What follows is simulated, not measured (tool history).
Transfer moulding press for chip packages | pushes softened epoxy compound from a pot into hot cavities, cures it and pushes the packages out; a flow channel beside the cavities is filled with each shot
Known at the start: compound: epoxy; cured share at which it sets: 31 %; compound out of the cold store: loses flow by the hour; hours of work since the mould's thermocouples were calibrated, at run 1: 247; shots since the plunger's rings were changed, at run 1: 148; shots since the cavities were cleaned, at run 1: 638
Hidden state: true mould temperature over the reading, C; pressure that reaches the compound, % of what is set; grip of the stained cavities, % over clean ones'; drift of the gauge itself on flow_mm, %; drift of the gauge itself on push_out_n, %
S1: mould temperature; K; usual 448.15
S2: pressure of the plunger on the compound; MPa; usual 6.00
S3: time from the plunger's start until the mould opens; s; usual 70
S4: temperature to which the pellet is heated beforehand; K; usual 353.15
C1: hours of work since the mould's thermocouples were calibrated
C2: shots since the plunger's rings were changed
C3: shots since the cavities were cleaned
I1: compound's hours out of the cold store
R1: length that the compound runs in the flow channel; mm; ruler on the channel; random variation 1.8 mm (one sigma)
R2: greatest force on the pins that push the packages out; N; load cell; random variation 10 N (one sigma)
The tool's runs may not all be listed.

run   hour      S1    S2   S3      S4   C1    C2   C3    I1   R1    R2
  1    0.0  448.15  6.00   70  353.15  247   148  638  15.6  710   744
      28.2  -- cavities cleaned with cleaning compound and waxed
  2   31.5  448.15  6.00   70  353.15  261   535   42  21.1  685  1056
  3   48.1  448.15  6.00   70  353.15  269   750  257  15.3  705  1077
  4   74.9  448.15  6.00   70  353.15  282  1095  602  13.4  710  1034
  5   99.6  448.15  6.00   70  353.15  294  1414  921  43.4  597   957
     106.2  -- cavities cleaned with cleaning compound and waxed
  6  119.7  448.15  6.00   62  353.15  303  1654  174  41.5  604   688
     122.6  -- cavities cleaned with cleaning compound and waxed, once more
  7  151.2  451.15  6.00   62  353.15  318  2041  369  31.1  628   671
  8  166.0  451.15  6.00   62  353.15  325  2232  560  37.3  609   733
  9  180.1  448.15  6.56   70  353.15  332  2414  742  11.2  739   799
     200.4  -- cavities cleaned with cleaning compound and waxed
 10  206.8  447.15  6.56   70  353.15  344  2739   83  32.7  659   536
     213.5  -- plunger's sealing rings changed
 11  239.1  448.15  6.56   70  353.15  358   331  467  41.4  641   672
 12  269.3  448.15  6.56  106  353.15  373   721  857  31.9  673   609
     283.3  -- cavities cleaned with cleaning compound and waxed
 13  295.1  448.15  4.80  106  353.15  385  1035  153  35.7  560   416
 14  316.7  448.15  4.80  106  353.15  395  1313  431  28.8  583   505
 15  348.1  448.15  4.80   67  353.15  410  1718  836  42.9  539   826
     361.7  -- cavities cleaned with cleaning compound and waxed
 16  372.3  448.15  5.20   62  353.15  421  2011  136  26.0  612   713
 17  399.0  448.15  6.00   84  362.15  434  2356  481  46.4  585   576
 18  413.9  450.15  4.94  107  361.15  441  2548  673  44.3  533   572
     436.6  -- plunger's sealing rings changed
     442.2  -- cavities cleaned with cleaning compound and waxed
 19  445.2  450.15  5.79  107  361.15  455    91   38  10.5  708   354
 20  461.3  452.15  6.59   82  354.15  462   298  245  23.5  698   466
 21  482.5  448.15  6.00   84  353.15  473   572  519  32.7  640   572
 22  495.5  448.15  5.44   61  349.15  479   740  687  44.3  570   996
     521.6  -- cavities cleaned with cleaning compound and waxed
 23  525.6  448.15  5.44   61  349.15  493  1109   52  26.7  627   659
 24  545.5  448.15  5.44   61  349.15  503  1366  309  31.2  610   855
 25  567.7  440.15  4.63   99  362.15  513  1652  595  11.9  650   680
 26  597.3  448.15  6.00   89  353.15  528  2033  976  40.9  605   672
     600.1  -- cavities cleaned with cleaning compound and waxed
 27  629.7  454.15  6.00   82  353.15  543  2433  382  38.7  595   475
 28  651.8  441.15  7.40   60  353.15  553  2718  667  20.5  772  1828
     660.2  -- plunger's sealing rings changed
 29  674.7  448.15  6.82   70  350.15  563   187  930  15.9  754   848

Hidden state or all else? Some run-to-run changes of R1, split into what the settings, what came in and random variation would give without the hidden state, and what is left for the hidden state (with any gauge scatter that isn't in both results):
Run 10 -> 11: S1 447.15 -> 448.15, plunger's sealing rings changed. R1 -18 mm: hidden state +17, all else -35.
Run 18 -> 19: S2 4.94 -> 5.79, plunger's sealing rings changed, cavities cleaned with cleaning compound and waxed. R1 +175 mm: hidden state +10, all else +165.
Run 27 -> 28: S1 454.15 -> 441.15, S2 6.00 -> 7.40, S3 82 -> 60. R1 +177 mm: hidden state -6, all else +183.
Run 28 -> 29: S1 441.15 -> 448.15, S2 7.40 -> 6.82, S3 60 -> 70, S4 353.15 -> 350.15, plunger's sealing rings changed. R1 -18 mm: hidden state +19, all else -37.
